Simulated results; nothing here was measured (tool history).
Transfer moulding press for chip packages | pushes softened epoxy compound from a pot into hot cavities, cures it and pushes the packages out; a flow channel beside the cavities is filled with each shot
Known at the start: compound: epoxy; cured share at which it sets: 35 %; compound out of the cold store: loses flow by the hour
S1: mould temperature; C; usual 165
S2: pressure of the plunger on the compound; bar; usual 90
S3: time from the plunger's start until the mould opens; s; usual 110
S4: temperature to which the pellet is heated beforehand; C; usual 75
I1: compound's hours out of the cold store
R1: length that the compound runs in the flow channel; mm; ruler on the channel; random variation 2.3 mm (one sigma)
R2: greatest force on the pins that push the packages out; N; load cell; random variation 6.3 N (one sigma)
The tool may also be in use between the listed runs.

run,hour,S1,S2,S3,S4,I1,R1,R2
1,0,165,90,110,75,8.6,604,265
# hour 6.2: mould's thermocouples calibrated
2,32.2,165,90,142,75,42.9,515,236
3,65.1,165,90,142,75,34.7,534,263
4,100.2,165,90,142,75,37.6,526,296
# hour 131: cavities cleaned with cleaning compound and waxed
5,158.6,165,90,110,75,11.1,586,453
6,192.7,165,90,110,75,32.8,532,429
7,242.3,165,90,110,75,44.6,502,429
# hour 253.4: plunger's sealing rings changed
# hour 264.2: cavities cleaned with cleaning compound and waxed
# hour 269.5: cavities cleaned with cleaning compound and waxed, once more
8,309.9,165,90,110,73,37.3,533,316
9,356,165,90,110,73,22.9,559,382
# hour 398.7: cavities cleaned with cleaning compound and waxed
10,398.7,165,90,110,73,29.8,544,247
11,461.8,165,90,110,73,24.5,553,363
12,488.5,165,90,110,75,31.4,534,364
# hour 528.3: cavities cleaned with cleaning compound and waxed
13,528.3,160,90,110,75,13.4,589,396
14,576.3,160,90,110,75,43.2,515,456
# hour 607.8: plunger's sealing rings changed
15,612.3,165,90,110,75,35,537,349
16,646.7,161,90,107,75,14.5,599,572
# hour 662.3: cavities cleaned with cleaning compound and waxed
17,683.5,172,72.5,99,66,25.6,486,257
18,719.7,165,82.7,110,79,13.8,558,356
# hour 755.8: mould's thermocouples calibrated
19,763.9,160,88.7,139,80,22.5,567,351
# hour 795.3: cavities cleaned with cleaning compound and waxed
20,822.4,165,79.4,110,76,40.6,483,291
21,865.4,167,85.5,130,68,13.7,560,274
# hour 925.8: cavities cleaned with cleaning compound and waxed
22,925.8,160,68.8,117,72,20,503,315
# hour 962.7: plunger's sealing rings changed
23,980.7,165,71.2,120,75,44.1,457,278
24,1019.7,161,83.6,148,75,28.5,539,299
25,1052,165,83.6,148,81,16.6,558,299
# hour 1057.3: cavities cleaned with cleaning compound and waxed
26,1112.5,165,83.6,148,81,24.1,537,268
27,1169.5,159,90,131,79,34.6,539,398
# hour 1188.1: cavities cleaned with cleaning compound and waxed
28,1214.8,158,69.7,108,76,23.4,502,516
29,1244.4,165,90,118,75,20.1,558,319

3 ways to go on from here, each from the tool as it stands after run 29. What would each give?
A,1293,165,71.7,110,69,30,?,?
B,1293,159,83.7,110,69,20.3,?,?
C,1293,165,90,124,74,36.7,?,?

run,R1,R2
A,480,391
B,547,606
C,522,335
Without the tool's hidden state the same runs would have given:
run,R1,R2
A,495,244
B,564,374
C,538,214
